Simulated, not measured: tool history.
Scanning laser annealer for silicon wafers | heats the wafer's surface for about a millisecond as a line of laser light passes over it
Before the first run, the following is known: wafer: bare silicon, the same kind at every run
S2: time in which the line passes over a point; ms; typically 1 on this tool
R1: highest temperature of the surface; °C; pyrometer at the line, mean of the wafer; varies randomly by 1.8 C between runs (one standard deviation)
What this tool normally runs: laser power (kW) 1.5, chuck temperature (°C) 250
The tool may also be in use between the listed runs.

Run 1, day 0: usual settings. Result: R1 920 °C.
Run 2, day 0.417: usual settings. Result: R1 920 °C.
Run 3, day 0.783: usual settings. Result: R1 923 °C.
Run 4, day 1.425: usual settings. Result: R1 922 °C.
Run 5, day 1.812: usual settings but chuck temperature (°C) 263. Result: R1 929 °C.
Run 6, day 2.175: usual settings but chuck temperature (°C) 263. Result: R1 931 °C.
Run 7, day 2.821: usual settings but chuck temperature (°C) 263. Result: R1 932 °C.
Run 8, day 3.204: usual settings but chuck temperature (°C) 263. Result: R1 929 °C.
Run 9, day 3.538: usual settings but chuck temperature (°C) 263. Result: R1 929 °C.
Run 10, day 4.183: usual settings but chuck temperature (°C) 263. Result: R1 932 °C.
Run 11, day 4.742: usual settings but chuck temperature (°C) 263. Result: R1 932 °C.
Run 12, day 5.179: usual settings but chuck temperature (°C) 263. Result: R1 931 °C.
Run 13, day 5.617: usual settings. Result: R1 913 °C.
Run 14, day 6.188: usual settings. Result: R1 919 °C.
Run 15, day 6.783: usual settings. Result: R1 919 °C.
Run 16, day 7.183: usual settings. Result: R1 916 °C.
Run 17, day 7.742: usual settings. Result: R1 918 °C.
Run 18, day 8.438: usual settings. Result: R1 917 °C.
Run 19, day 8.992: usual settings. Result: R1 912 °C.
Run 20, day 9.654: usual settings. Result: R1 914 °C.
Run 21, day 9.975: usual settings. Result: R1 912 °C.
Run 22, day 10.675: usual settings. Result: R1 910 °C.
Run 23, day 11.129: usual settings but laser power (kW) 1.337, S2 1.08 ms, chuck temperature (°C) 279. Result: R1 877 °C.
Run 24, day 11.55: usual settings but laser power (kW) 1.501, S2 0.95 ms, chuck temperature (°C) 238. Result: R1 888 °C.
Run 25, day 11.867: usual settings but laser power (kW) 1.342, S2 0.89 ms. Result: R1 799 °C.
Run 26, day 12.608: usual settings but laser power (kW) 1.342, S2 0.89 ms. Result: R1 798 °C.
Run 27, day 13.371: usual settings but laser power (kW) 1.347, S2 1.18 ms. Result: R1 875 °C.
Run 28, day 13.75: usual settings but laser power (kW) 1.583, S2 0.96 ms, chuck temperature (°C) 267. Result: R1 960 °C.
Run 29, day 14.212: usual settings but laser power (kW) 1.583, S2 0.96 ms, chuck temperature (°C) 267. Result: R1 960 °C.
Run 30, day 14.683: usual settings but laser power (kW) 1.522, S2 1.2 ms, chuck temperature (°C) 224. Result: R1 953 °C.
Run 31, day 15.421: usual settings but laser power (kW) 1.578, S2 1.13 ms, chuck temperature (°C) 271. Result: R1 1011 °C.
Run 32, day 16.154: usual settings but laser power (kW) 1.578, S2 0.74 ms, chuck temperature (°C) 247. Result: R1 860 °C.
Run 33, day 16.862: usual settings but laser power (kW) 1.409, S2 1.06 ms, chuck temperature (°C) 253. Result: R1 878 °C.
Run 34, day 17.483: usual settings but laser power (kW) 1.409, S2 1.06 ms, chuck temperature (°C) 253. Result: R1 880 °C.
At day 17.612: window over the wafer cleaned.
Run 35, day 18.254: usual settings but laser power (kW) 1.409, S2 1.06 ms, chuck temperature (°C) 253. Result: R1 909 °C.
Run 36, day 18.892: usual settings but laser power (kW) 1.409, S2 1.06 ms, chuck temperature (°C) 240. Result: R1 896 °C.
Run 37, day 19.496: usual settings but laser power (kW) 1.409, S2 1.16 ms, chuck temperature (°C) 220. Result: R1 904 °C.
Run 38, day 19.879: usual settings but laser power (kW) 1.463, chuck temperature (°C) 262. Result: R1 929 °C.
Run 39, day 20.579: usual settings but laser power (kW) 1.463, chuck temperature (°C) 262. Result: R1 930 °C.
Run 40, day 21.038: usual settings but laser power (kW) 1.579, S2 1.09 ms, chuck temperature (°C) 231. Result: R1 997 °C.
Run 41, day 21.5: usual settings but laser power (kW) 1.401, S2 1.17 ms, chuck temperature (°C) 278. Result: R1 959 °C.
Run 42, day 22.262: usual settings but laser power (kW) 1.51, S2 0.83 ms, chuck temperature (°C) 249. Result: R1 888 °C.

A few steps of R1 between consecutive runs. Split each: what settings, incoming material and random variation would produce without the hidden state, and what is left over for the hidden state, along with gauge scatter present in only one of the two compared results (measured, and without hidden state):
Hidden state at play: light that passes the window, % of a clean one's; laser's true power over the reading, %; width of the line over the set one, %; drift of the gauge itself on peak_c, C.
Run 24 -> 25: laser power (kW) 1.501 -> 1.342, S2 0.95 -> 0.89, chuck temperature (°C) 238 -> 250. R1 -89 °C: hidden state +7, all else -96.
Run 27 -> 28: laser power (kW) 1.347 -> 1.583, S2 1.18 -> 0.96, chuck temperature (°C) 250 -> 267. R1 +85 °C: hidden state -4, all else +89.
Run 31 -> 32: S2 1.13 -> 0.74, chuck temperature (°C) 271 -> 247. R1 -151 °C: hidden state +8, all else -159.
Run 34 -> 35: window over the wafer cleaned. R1 +29 °C: hidden state +29, all else +0.

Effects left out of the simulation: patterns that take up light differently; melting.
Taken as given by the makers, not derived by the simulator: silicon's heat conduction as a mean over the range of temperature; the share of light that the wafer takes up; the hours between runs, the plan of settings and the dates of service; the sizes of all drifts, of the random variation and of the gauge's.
